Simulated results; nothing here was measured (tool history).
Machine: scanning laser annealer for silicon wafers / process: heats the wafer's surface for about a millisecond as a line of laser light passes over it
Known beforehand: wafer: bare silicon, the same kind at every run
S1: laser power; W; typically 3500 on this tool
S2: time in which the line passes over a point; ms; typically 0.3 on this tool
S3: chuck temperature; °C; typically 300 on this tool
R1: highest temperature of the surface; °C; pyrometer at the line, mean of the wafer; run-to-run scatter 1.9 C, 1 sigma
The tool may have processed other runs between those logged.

run,day,S1,S2,S3,R1
1,0,3500,0.3,300,1140
2,0.412,3500,0.3,309,1148
3,1.217,3500,0.3,300,1141
4,1.738,3055,0.3,300,1022
5,2.329,3055,0.3,300,1025
6,2.988,3500,0.3,265,1108
7,3.754,3500,0.335,265,1153
8,4.292,3500,0.3,300,1140
9,5.212,3500,0.3,279,1122
10,6.192,3500,0.3,279,1117
11,7.2,3500,0.3,279,1121
12,7.958,3500,0.3,300,1139
13,8.904,3500,0.3,300,1143
14,9.425,2988,0.3,300,1008
# day 9.929: optics aligned, line set to its width
15,10.108,2988,0.3,300,1008
16,10.583,2988,0.3,300,1007
17,11.021,3500,0.3,300,1142
18,11.583,3500,0.255,300,1077
19,12.604,3500,0.255,335,1112
20,13.358,3500,0.255,335,1113
21,13.983,3500,0.255,309,1090
22,14.7,3500,0.255,309,1086
23,15.421,3070,0.312,302,1041
24,16.354,3070,0.312,302,1046
25,16.862,3070,0.312,302,1044
26,17.533,3100,0.285,302,1023
27,18.025,3164,0.31,300,1069
28,18.888,3500,0.212,266,979
29,19.388,3500,0.212,266,976
30,19.921,3500,0.212,266,978
31,20.754,3500,0.212,266,975
32,21.671,3571,0.246,263,1042
33,22.55,3555,0.348,271,1191
34,23.475,3423,0.3,300,1125
35,24.112,3423,0.3,300,1122
36,24.983,3133,0.299,319,1061
37,25.617,3359,0.377,319,1218
38,26.279,3359,0.377,319,1215
39,27.012,3359,0.377,319,1218
40,27.446,3500,0.279,319,1133
# day 27.975: window over the wafer cleaned
41,28.421,3661,0.368,285,1259
42,29.258,3521,0.327,323,1206

Here are 3 independent what-if runs from the current tool condition. What would each one return?
A,30.012,3739,0.3,285,?
B,30.012,3276,0.38,328,?
C,30.012,2984,0.327,323,?

run,R1
A,1187
B,1203
C,1059
Without the tool's hidden state the same runs would have given:
run,R1
A,1188
B,1203
C,1059

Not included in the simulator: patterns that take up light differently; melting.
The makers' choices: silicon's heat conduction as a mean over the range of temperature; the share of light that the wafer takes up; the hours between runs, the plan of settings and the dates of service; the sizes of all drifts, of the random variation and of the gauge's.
